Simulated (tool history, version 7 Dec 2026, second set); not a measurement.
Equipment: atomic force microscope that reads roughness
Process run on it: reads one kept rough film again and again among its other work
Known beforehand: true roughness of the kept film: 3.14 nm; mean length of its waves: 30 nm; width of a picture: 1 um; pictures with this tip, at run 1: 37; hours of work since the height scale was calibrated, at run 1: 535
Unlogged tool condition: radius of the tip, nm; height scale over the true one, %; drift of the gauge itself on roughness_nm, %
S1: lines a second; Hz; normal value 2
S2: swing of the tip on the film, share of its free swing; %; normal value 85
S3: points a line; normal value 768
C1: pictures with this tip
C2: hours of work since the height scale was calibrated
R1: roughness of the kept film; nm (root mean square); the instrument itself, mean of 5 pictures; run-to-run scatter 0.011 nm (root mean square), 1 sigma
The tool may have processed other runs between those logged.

{"run": 1, "hour": 0.0, "S1": 2, "S2": 85, "S3": 768, "C1": 37, "C2": 535, "R1": 2.261}
{"run": 2, "hour": 30.5, "S1": 2, "S2": 85, "S3": 772, "C1": 85, "C2": 556, "R1": 2.031}
{"hour": 39.0, "done": "new tip fitted"}
{"run": 3, "hour": 64.6, "S1": 2, "S2": 85, "S3": 768, "C1": 40, "C2": 579, "R1": 2.285}
{"hour": 99.9, "done": "new tip fitted"}
{"run": 4, "hour": 99.9, "S1": 2, "S2": 85, "S3": 768, "C1": 0, "C2": 603, "R1": 2.556}
{"run": 5, "hour": 147.2, "S1": 2, "S2": 85, "S3": 768, "C1": 75, "C2": 635, "R1": 2.08}
{"hour": 162.3, "done": "new tip fitted"}
{"run": 6, "hour": 183.6, "S1": 2, "S2": 85, "S3": 768, "C1": 34, "C2": 659, "R1": 2.32}
{"hour": 224.9, "done": "new tip fitted"}
{"run": 7, "hour": 226.2, "S1": 2, "S2": 82, "S3": 768, "C1": 2, "C2": 688, "R1": 2.584}
{"run": 8, "hour": 250.0, "S1": 2, "S2": 82, "S3": 768, "C1": 40, "C2": 704, "R1": 2.315}
{"hour": 286.7, "done": "new tip fitted"}
{"run": 9, "hour": 291.5, "S1": 2, "S2": 85, "S3": 545, "C1": 7, "C2": 732, "R1": 2.518}
{"run": 10, "hour": 319.8, "S1": 0.81, "S2": 85, "S3": 768, "C1": 52, "C2": 751, "R1": 2.345}
{"run": 11, "hour": 345.8, "S1": 0.81, "S2": 85, "S3": 768, "C1": 93, "C2": 769, "R1": 2.141}
{"hour": 350.7, "done": "new tip fitted"}
{"run": 12, "hour": 375.2, "S1": 2, "S2": 74, "S3": 768, "C1": 39, "C2": 788, "R1": 2.405}
{"hour": 413.9, "done": "new tip fitted"}
{"run": 13, "hour": 422.3, "S1": 2, "S2": 74, "S3": 768, "C1": 13, "C2": 820, "R1": 2.579}
{"run": 14, "hour": 458.3, "S1": 2, "S2": 74, "S3": 768, "C1": 70, "C2": 844, "R1": 2.209}
{"hour": 474.8, "done": "new tip fitted"}
{"run": 15, "hour": 481.4, "S1": 2, "S2": 74, "S3": 768, "C1": 11, "C2": 860, "R1": 2.593}
{"run": 16, "hour": 510.1, "S1": 2, "S2": 74, "S3": 768, "C1": 56, "C2": 879, "R1": 2.308}
{"hour": 534.9, "done": "new tip fitted"}
{"run": 17, "hour": 557.5, "S1": 2, "S2": 85, "S3": 332, "C1": 36, "C2": 911, "R1": 2.294}
{"run": 18, "hour": 584.1, "S1": 3.11, "S2": 85, "S3": 768, "C1": 78, "C2": 929, "R1": 1.936}
{"hour": 598.7, "done": "new tip fitted"}
{"run": 19, "hour": 608.3, "S1": 3.11, "S2": 85, "S3": 768, "C1": 16, "C2": 945, "R1": 2.301}
{"run": 20, "hour": 643.1, "S1": 2, "S2": 85, "S3": 768, "C1": 71, "C2": 969, "R1": 2.095}
{"hour": 660.7, "done": "new tip fitted"}
{"run": 21, "hour": 669.7, "S1": 2, "S2": 85, "S3": 768, "C1": 14, "C2": 987, "R1": 2.436}
{"run": 22, "hour": 692.7, "S1": 2, "S2": 85, "S3": 380, "C1": 51, "C2": 1002, "R1": 2.191}
{"hour": 722.5, "done": "new tip fitted"}
{"run": 23, "hour": 739.5, "S1": 2, "S2": 72, "S3": 768, "C1": 27, "C2": 1034, "R1": 2.467}
{"hour": 782.9, "done": "new tip fitted"}
{"run": 24, "hour": 782.9, "S1": 2, "S2": 72, "S3": 768, "C1": 0, "C2": 1063, "R1": 2.724}
{"run": 25, "hour": 814.7, "S1": 2, "S2": 72, "S3": 768, "C1": 51, "C2": 1085, "R1": 2.389}
{"hour": 845.9, "done": "new tip fitted"}
{"run": 26, "hour": 847.2, "S1": 2, "S2": 72, "S3": 768, "C1": 2, "C2": 1106, "R1": 2.7}
{"run": 27, "hour": 866.6, "S1": 0.68, "S2": 78, "S3": 718, "C1": 33, "C2": 1120, "R1": 2.556}
{"run": 28, "hour": 902.1, "S1": 2.92, "S2": 59, "S3": 418, "C1": 89, "C2": 1144, "R1": 2.152}
{"hour": 908.5, "done": "new tip fitted"}
{"run": 29, "hour": 924.4, "S1": 0.58, "S2": 65, "S3": 697, "C1": 25, "C2": 1158, "R1": 2.635}
{"hour": 969.5, "done": "new tip fitted"}
{"run": 30, "hour": 969.5, "S1": 2.18, "S2": 65, "S3": 972, "C1": 0, "C2": 1189, "R1": 2.757}
{"run": 31, "hour": 1000.5, "S1": 0.64, "S2": 73, "S3": 492, "C1": 49, "C2": 1210, "R1": 2.467}
{"hour": 1031.9, "done": "new tip fitted"}
{"run": 32, "hour": 1034.0, "S1": 1.27, "S2": 86, "S3": 359, "C1": 3, "C2": 1232, "R1": 2.638}
{"run": 33, "hour": 1055.5, "S1": 1.27, "S2": 86, "S3": 359, "C1": 37, "C2": 1247, "R1": 2.383}
{"run": 34, "hour": 1076.3, "S1": 0.62, "S2": 85, "S3": 419, "C1": 70, "C2": 1261, "R1": 2.286}
{"hour": 1092.2, "done": "new tip fitted"}
{"run": 35, "hour": 1099.1, "S1": 0.62, "S2": 85, "S3": 419, "C1": 11, "C2": 1276, "R1": 2.666}
{"run": 36, "hour": 1145.8, "S1": 0.62, "S2": 85, "S3": 419, "C1": 85, "C2": 1308, "R1": 2.178}
{"hour": 1153.5, "done": "new tip fitted"}
{"run": 37, "hour": 1182.5, "S1": 0.62, "S2": 85, "S3": 419, "C1": 46, "C2": 1332, "R1": 2.409}
{"hour": 1214.9, "done": "new tip fitted"}
{"run": 38, "hour": 1230.0, "S1": 3.56, "S2": 73, "S3": 380, "C1": 24, "C2": 1364, "R1": 2.409}
{"run": 39, "hour": 1259.7, "S1": 3.56, "S2": 73, "S3": 380, "C1": 71, "C2": 1385, "R1": 2.105}
{"hour": 1276.7, "done": "new tip fitted"}
{"run": 40, "hour": 1306.4, "S1": 0.9, "S2": 85, "S3": 539, "C1": 47, "C2": 1416, "R1": 2.396}
{"hour": 1337.9, "done": "new tip fitted"}
{"run": 41, "hour": 1345.7, "S1": 0.9, "S2": 85, "S3": 539, "C1": 12, "C2": 1442, "R1": 2.661}
{"run": 42, "hour": 1379.6, "S1": 3.6, "S2": 85, "S3": 699, "C1": 66, "C2": 1465, "R1": 1.976}
{"hour": 1401.5, "done": "new tip fitted"}
{"run": 43, "hour": 1406.0, "S1": 2, "S2": 82, "S3": 609, "C1": 7, "C2": 1483, "R1": 2.572}
{"run": 44, "hour": 1448.2, "S1": 0.66, "S2": 87, "S3": 651, "C1": 74, "C2": 1512, "R1": 2.199}
{"hour": 1464.3, "done": "new tip fitted"}
{"run": 45, "hour": 1477.4, "S1": 2, "S2": 56, "S3": 738, "C1": 21, "C2": 1531, "R1": 2.696}
{"run": 46, "hour": 1500.7, "S1": 2, "S2": 61, "S3": 293, "C1": 58, "C2": 1547, "R1": 2.392}
{"hour": 1524.6, "done": "new tip fitted"}
{"run": 47, "hour": 1536.8, "S1": 2, "S2": 61, "S3": 293, "C1": 19, "C2": 1571, "R1": 2.614}
{"run": 48, "hour": 1573.0, "S1": 1.01, "S2": 80, "S3": 1017, "C1": 77, "C2": 1596, "R1": 2.275}
{"hour": 1586.7, "done": "new tip fitted"}
{"run": 49, "hour": 1608.3, "S1": 1.01, "S2": 80, "S3": 1017, "C1": 34, "C2": 1619, "R1": 2.493}

For each entry between runs, how does the tool's hidden state at the last listed run before it compare with that at the first listed run after it?
From run 2 to run 3: new tip fitted (hour 39)
  radius of the tip, nm: 28.5 -> 16.5; height scale over the true one, %: 0.61 -> 0.64
  measured result minus the result with no hidden state, R1: -0.531 -> -0.257 nm (root mean square)
From run 3 to run 4: new tip fitted (hour 99.9)
  radius of the tip, nm: 16.5 -> 7.2; height scale over the true one, %: 0.64 -> 0.67
  measured result minus the result with no hidden state, R1: -0.257 -> +0.009 nm (root mean square)
From run 5 to run 6: new tip fitted (hour 162.3)
  radius of the tip, nm: 24.8 -> 15.9; height scale over the true one, %: 0.71 -> 0.74
  measured result minus the result with no hidden state, R1: -0.449 -> -0.24 nm (root mean square)
From run 6 to run 7: new tip fitted (hour 224.9)
  radius of the tip, nm: 15.9 -> 7.6; height scale over the true one, %: 0.74 -> 0.78
  measured result minus the result with no hidden state, R1: -0.24 -> +0 nm (root mean square)
From run 8 to run 9: new tip fitted (hour 286.7)
  radius of the tip, nm: 17.2 -> 8.9; height scale over the true one, %: 0.8 -> 0.84
  measured result minus the result with no hidden state, R1: -0.276 -> -0.04 nm (root mean square)
From run 11 to run 12: new tip fitted (hour 350.7)
  radius of the tip, nm: 29.4 -> 15.9; height scale over the true one, %: 0.89 -> 0.91
  measured result minus the result with no hidden state, R1: -0.577 -> -0.246 nm (root mean square)
From run 12 to run 13: new tip fitted (hour 413.9)
  radius of the tip, nm: 15.9 -> 11; height scale over the true one, %: 0.91 -> 0.95
  measured result minus the result with no hidden state, R1: -0.246 -> -0.105 nm (root mean square)
From run 14 to run 15: new tip fitted (hour 474.8)
  radius of the tip, nm: 24.2 -> 10.3; height scale over the true one, %: 0.98 -> 1
  measured result minus the result with no hidden state, R1: -0.453 -> -0.08 nm (root mean square)
From run 16 to run 17: new tip fitted (hour 534.9)
  radius of the tip, nm: 20.9 -> 16; height scale over the true one, %: 1.02 -> 1.06
  measured result minus the result with no hidden state, R1: -0.376 -> -0.231 nm (root mean square)
From run 18 to run 19: new tip fitted (hour 598.7)
  radius of the tip, nm: 26.7 -> 11.1; height scale over the true one, %: 1.09 -> 1.11
  measured result minus the result with no hidden state, R1: -0.452 -> -0.093 nm (root mean square)
From run 20 to run 21: new tip fitted (hour 660.7)
  radius of the tip, nm: 24.8 -> 11.3; height scale over the true one, %: 1.14 -> 1.16
  measured result minus the result with no hidden state, R1: -0.441 -> -0.103 nm (root mean square)
From run 22 to run 23: new tip fitted (hour 722.5)
  radius of the tip, nm: 20.3 -> 15.2; height scale over the true one, %: 1.18 -> 1.22
  measured result minus the result with no hidden state, R1: -0.336 -> -0.221 nm (root mean square)
From run 23 to run 24: new tip fitted (hour 782.9)
  radius of the tip, nm: 15.2 -> 7; height scale over the true one, %: 1.22 -> 1.26
  measured result minus the result with no hidden state, R1: -0.221 -> +0.033 nm (root mean square)
From run 25 to run 26: new tip fitted (hour 845.9)
  radius of the tip, nm: 18.6 -> 7.5; height scale over the true one, %: 1.29 -> 1.31
  measured result minus the result with no hidden state, R1: -0.313 -> +0.018 nm (root mean square)
From run 28 to run 29: new tip fitted (hour 908.5)
  radius of the tip, nm: 29.8 -> 13.2; height scale over the true one, %: 1.36 -> 1.38
  measured result minus the result with no hidden state, R1: -0.579 -> -0.167 nm (root mean square)
From run 29 to run 30: new tip fitted (hour 969.5)
  radius of the tip, nm: 13.2 -> 7.2; height scale over the true one, %: 1.38 -> 1.41
  measured result minus the result with no hidden state, R1: -0.167 -> +0.033 nm (root mean square)
From run 31 to run 32: new tip fitted (hour 1031.9)
  radius of the tip, nm: 19.2 -> 8.1; height scale over the true one, %: 1.44 -> 1.47
  measured result minus the result with no hidden state, R1: -0.336 -> +0.001 nm (root mean square)
From run 34 to run 35: new tip fitted (hour 1092.2)
  radius of the tip, nm: 24.1 -> 10.9; height scale over the true one, %: 1.5 -> 1.52
  measured result minus the result with no hidden state, R1: -0.451 -> -0.09 nm (root mean square)
From run 36 to run 37: new tip fitted (hour 1153.5)
  radius of the tip, nm: 28.7 -> 18.8; height scale over the true one, %: 1.56 -> 1.6
  measured result minus the result with no hidden state, R1: -0.552 -> -0.315 nm (root mean square)
From run 37 to run 38: new tip fitted (hour 1214.9)
  radius of the tip, nm: 18.8 -> 12.1; height scale over the true one, %: 1.6 -> 1.63
  measured result minus the result with no hidden state, R1: -0.315 -> -0.114 nm (root mean square)
From run 39 to run 40: new tip fitted (hour 1276.7)
  radius of the tip, nm: 23.9 -> 18.2; height scale over the true one, %: 1.66 -> 1.7
  measured result minus the result with no hidden state, R1: -0.406 -> -0.291 nm (root mean square)
From run 40 to run 41: new tip fitted (hour 1337.9)
  radius of the tip, nm: 18.2 -> 9.9; height scale over the true one, %: 1.7 -> 1.73
  measured result minus the result with no hidden state, R1: -0.291 -> -0.05 nm (root mean square)
From run 42 to run 43: new tip fitted (hour 1401.5)
  radius of the tip, nm: 23.1 -> 8.9; height scale over the true one, %: 1.75 -> 1.77
  measured result minus the result with no hidden state, R1: -0.358 -> -0.017 nm (root mean square)
From run 44 to run 45: new tip fitted (hour 1464.3)
  radius of the tip, nm: 27.1 -> 11.5; height scale over the true one, %: 1.81 -> 1.83
  measured result minus the result with no hidden state, R1: -0.507 -> -0.101 nm (root mean square)
From run 46 to run 47: new tip fitted (hour 1524.6)
  radius of the tip, nm: 20.1 -> 11.8; height scale over the true one, %: 1.85 -> 1.88
  measured result minus the result with no hidden state, R1: -0.341 -> -0.107 nm (root mean square)
From run 48 to run 49: new tip fitted (hour 1586.7)
  radius of the tip, nm: 25 -> 16.5; height scale over the true one, %: 1.91 -> 1.94
  measured result minus the result with no hidden state, R1: -0.463 -> -0.244 nm (root mean square)
